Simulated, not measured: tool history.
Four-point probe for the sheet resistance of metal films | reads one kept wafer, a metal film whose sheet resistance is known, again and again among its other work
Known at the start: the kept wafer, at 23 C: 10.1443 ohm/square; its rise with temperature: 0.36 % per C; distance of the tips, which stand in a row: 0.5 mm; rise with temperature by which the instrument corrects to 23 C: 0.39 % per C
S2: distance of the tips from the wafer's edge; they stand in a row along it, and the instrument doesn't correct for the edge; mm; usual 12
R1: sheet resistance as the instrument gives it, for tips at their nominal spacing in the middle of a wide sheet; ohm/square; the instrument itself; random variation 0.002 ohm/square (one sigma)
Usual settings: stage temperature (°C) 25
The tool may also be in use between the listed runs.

Run 1, day 0: usual settings. Result: R1 10.128597 ohm/square.
Run 2, day 1.479: usual settings. Result: R1 10.126547 ohm/square.
Run 3, day 2.512: usual settings. Result: R1 10.12376 ohm/square.
Run 4, day 3.575: usual settings. Result: R1 10.119675 ohm/square.
Run 5, day 5.096: usual settings but S2 4 mm. Result: R1 10.197004 ohm/square.
Run 6, day 6.25: usual settings but S2 4 mm. Result: R1 10.19737 ohm/square.
Run 7, day 7.917: usual settings but S2 4 mm. Result: R1 10.190905 ohm/square.
Run 8, day 9.1: usual settings. Result: R1 10.115772 ohm/square.
Run 9, day 10.646: usual settings. Result: R1 10.112762 ohm/square.
Run 10, day 12.108: usual settings. Result: R1 10.111451 ohm/square.
Run 11, day 13.758: usual settings. Result: R1 10.105507 ohm/square.
Run 12, day 15.033: usual settings but S2 26 mm. Result: R1 10.099105 ohm/square.
Run 13, day 15.983: usual settings. Result: R1 10.101127 ohm/square.
Run 14, day 16.929: usual settings but S2 6 mm. Result: R1 10.129735 ohm/square.
Run 15, day 18.467: usual settings but S2 6 mm. Result: R1 10.12818 ohm/square.
Run 16, day 20.158: usual settings but S2 54 mm. Result: R1 10.089367 ohm/square.
Run 17, day 21.254: usual settings but S2 54 mm. Result: R1 10.086008 ohm/square.
Run 18, day 22.208: usual settings but S2 31 mm. Result: R1 10.087034 ohm/square.
Run 19, day 23.154: usual settings. Result: R1 10.091779 ohm/square.
At day 23.617: new probe head fitted.
Run 20, day 24.746: usual settings but stage temperature (°C) 33. Result: R1 10.11181 ohm/square.
Run 21, day 26.325: usual settings. Result: R1 10.130284 ohm/square.
Run 22, day 27.729: usual settings. Result: R1 10.131783 ohm/square.
Run 23, day 28.567: usual settings but stage temperature (°C) 23, S2 25 mm. Result: R1 10.127855 ohm/square.
Run 24, day 29.762: usual settings but stage temperature (°C) 21, S2 5 mm. Result: R1 10.183499 ohm/square.
Run 25, day 30.896: usual settings but stage temperature (°C) 27, S2 56 mm. Result: R1 10.113236 ohm/square.
Run 26, day 32.329: usual settings but stage temperature (°C) 33, S2 48 mm. Result: R1 10.096507 ohm/square.
Run 27, day 33.029: usual settings but stage temperature (°C) 23, S2 23 mm. Result: R1 10.119868 ohm/square.
At day 33.204: stage's thermometer calibrated.
Run 28, day 34.542: usual settings but S2 32 mm. Result: R1 10.11473 ohm/square.
Run 29, day 35.738: usual settings but stage temperature (°C) 20, S2 6 mm. Result: R1 10.168081 ohm/square.
Run 30, day 36.996: usual settings but stage temperature (°C) 28, S2 7 mm. Result: R1 10.128936 ohm/square.
Run 31, day 38.617: usual settings but stage temperature (°C) 19, S2 42 mm. Result: R1 10.129633 ohm/square.
Run 32, day 39.625: usual settings but stage temperature (°C) 33, S2 41 mm. Result: R1 10.085271 ohm/square.
Run 33, day 40.688: usual settings but S2 54 mm. Result: R1 10.108467 ohm/square.
At day 42.283: stage's thermometer calibrated, once more.
Run 34, day 42.346: usual settings but stage temperature (°C) 19, S2 10 mm. Result: R1 10.102614 ohm/square.
Run 35, day 43.275: usual settings but stage temperature (°C) 19, S2 20 mm. Result: R1 10.094081 ohm/square.
Run 36, day 44.008: usual settings but stage temperature (°C) 19, S2 58 mm. Result: R1 10.08551 ohm/square.
Run 37, day 45.129: usual settings but stage temperature (°C) 19, S2 58 mm. Result: R1 10.08375 ohm/square.
Run 38, day 46.1: usual settings but stage temperature (°C) 22, S2 30 mm. Result: R1 10.077521 ohm/square.
Run 39, day 47.438: usual settings but stage temperature (°C) 20, S2 4 mm. Result: R1 10.161311 ohm/square.
Run 40, day 48.204: usual settings but stage temperature (°C) 22, S2 3 mm. Result: R1 10.221476 ohm/square.
Run 41, day 49.892: usual settings but stage temperature (°C) 22, S2 3 mm. Result: R1 10.218973 ohm/square.
Run 42, day 50.988: usual settings but stage temperature (°C) 33, S2 11 mm. Result: R1 10.053186 ohm/square.
Run 43, day 52.242: usual settings but stage temperature (°C) 26, S2 32 mm. Result: R1 10.057732 ohm/square.
Run 44, day 53.05: usual settings but stage temperature (°C) 26, S2 29 mm. Result: R1 10.056045 ohm/square.

4 ways to go on from here, each from the tool as it stands after run 44. What would each give?
Run A, day 54.533: usual settings but stage temperature (°C) 26, S2 3 mm. Result: R1 ?.
Run B, day 54.533: usual settings but S2 16 mm. Result: R1 ?.
Run C, day 54.533: usual settings but stage temperature (°C) 26, S2 7 mm. Result: R1 ?.
Run D, day 54.533: usual settings but stage temperature (°C) 30, S2 4 mm. Result: R1 ?.

run         R1
  A  10.200545
  B  10.058603
  C  10.082169
  D  10.128968
Without the tool's hidden state the same runs would have given:
run         R1
  A  10.285482
  B  10.142448
  C  10.166199
  D  10.213362
